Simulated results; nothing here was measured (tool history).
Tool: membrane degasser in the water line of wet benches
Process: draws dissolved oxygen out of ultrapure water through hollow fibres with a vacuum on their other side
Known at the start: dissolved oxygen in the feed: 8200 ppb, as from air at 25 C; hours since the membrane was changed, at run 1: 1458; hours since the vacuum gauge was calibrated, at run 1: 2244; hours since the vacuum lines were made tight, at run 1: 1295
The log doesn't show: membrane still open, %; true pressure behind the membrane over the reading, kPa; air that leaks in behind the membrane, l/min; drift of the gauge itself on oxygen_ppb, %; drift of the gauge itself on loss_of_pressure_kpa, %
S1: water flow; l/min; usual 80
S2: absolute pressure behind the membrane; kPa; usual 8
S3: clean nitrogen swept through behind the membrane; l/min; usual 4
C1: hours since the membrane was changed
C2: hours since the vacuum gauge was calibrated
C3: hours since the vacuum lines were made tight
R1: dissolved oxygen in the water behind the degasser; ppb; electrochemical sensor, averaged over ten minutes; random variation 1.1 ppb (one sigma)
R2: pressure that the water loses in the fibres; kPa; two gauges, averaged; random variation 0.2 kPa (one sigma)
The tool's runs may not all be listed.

run 1 hour=0 | S1=80 S2=8 S3=4 | C1=1458 C2=2244 C3=1295 | R1=216.8 R2=46.14
run 2 hour=39.8 | S1=80 S2=8 S3=4 | C1=1498 C2=2284 C3=1335 | R1=218 R2=46.29
run 3 hour=73.9 | S1=80 S2=8 S3=4 | C1=1532 C2=2318 C3=1369 | R1=217.1 R2=46.42
run 4 hour=102.8 | S1=80 S2=8 S3=4 | C1=1561 C2=2347 C3=1398 | R1=215.3 R2=46.49
run 5 hour=126 | S1=113 S2=8 S3=4 | C1=1584 C2=2370 C3=1421 | R1=322.7 R2=65.05
run 6 hour=154.6 | S1=113 S2=8 S3=4 | C1=1612 C2=2399 C3=1450 | R1=318.9 R2=65.58
run 7 hour=192 | S1=113 S2=8 S3=4 | C1=1650 C2=2436 C3=1487 | R1=319.7 R2=65.96
run 8 hour=225.5 | S1=113 S2=8 S3=4 | C1=1683 C2=2470 C3=1521 | R1=321.4 R2=66.39
run 9 hour=244.9 | S1=80 S2=8 S3=1.87 | C1=1703 C2=2489 C3=1540 | R1=401.8 R2=46.71
run 10 hour=282 | S1=82 S2=8 S3=4 | C1=1740 C2=2526 C3=1577 | R1=223.1 R2=47.97
run 11 hour=320.4 | S1=82 S2=8 S3=4 | C1=1778 C2=2565 C3=1616 | R1=222.8 R2=48.02
run 12 hour=347.7 | S1=82 S2=8 S3=4 | C1=1806 C2=2592 C3=1643 | R1=223.1 R2=47.82
run 13 hour=384.4 | S1=80 S2=8 S3=4.74 | C1=1842 C2=2629 C3=1680 | R1=189.4 R2=47.05
run 14 hour=406.2 | S1=80 S2=12.06 S3=4 | C1=1864 C2=2651 C3=1702 | R1=388.1 R2=47.07
run 15 hour=450 | S1=80 S2=12.06 S3=4 | C1=1908 C2=2694 C3=1745 | R1=386 R2=47.58
run 16 hour=469.2 | S1=126 S2=17.41 S3=6.63 | C1=1927 C2=2713 C3=1765 | R1=624.9 R2=75.46
-- hour=495 gauge calibrated
run 17 hour=503.7 | S1=114 S2=8 S3=4 | C1=1962 C2=2748 C3=1799 | R1=321 R2=65.65
run 18 hour=546.3 | S1=114 S2=8.73 S3=6.31 | C1=2004 C2=2791 C3=1842 | R1=259.1 R2=66.14
run 19 hour=587.6 | S1=59 S2=8 S3=4 | C1=2045 C2=2832 C3=1883 | R1=160.9 R2=34.25
run 20 hour=627.2 | S1=59 S2=8 S3=4 | C1=2085 C2=2872 C3=1923 | R1=160.8 R2=34.68
run 21 hour=651.4 | S1=59 S2=8 S3=4 | C1=2109 C2=2896 C3=1947 | R1=160.9 R2=34.24
run 22 hour=672.8 | S1=80 S2=8 S3=8.08 | C1=2131 C2=2917 C3=1968 | R1=120.2 R2=47.06
run 23 hour=703.7 | S1=53 S2=9.21 S3=3.36 | C1=2161 C2=2948 C3=1999 | R1=214.5 R2=30.85
run 24 hour=734.1 | S1=127 S2=5.75 S3=4 | C1=2192 C2=2978 C3=2030 | R1=227.4 R2=74.13
run 25 hour=767.6 | S1=82 S2=9.52 S3=4 | C1=2225 C2=3012 C3=2063 | R1=286.6 R2=48.18
run 26 hour=809.5 | S1=55 S2=8.55 S3=1.82 | C1=2267 C2=3054 C3=2105 | R1=332.2 R2=32.39

Hidden state at the last listed run before each entry between runs and at the first one after, where it differs:
Between runs 16 and 17: gauge calibrated (hour 495)
  drift of the gauge itself on loss_of_pressure_kpa, %: 2.68 -> 0.05
  measured less the result without the state, R2: +1.97 -> +0.04 kPa
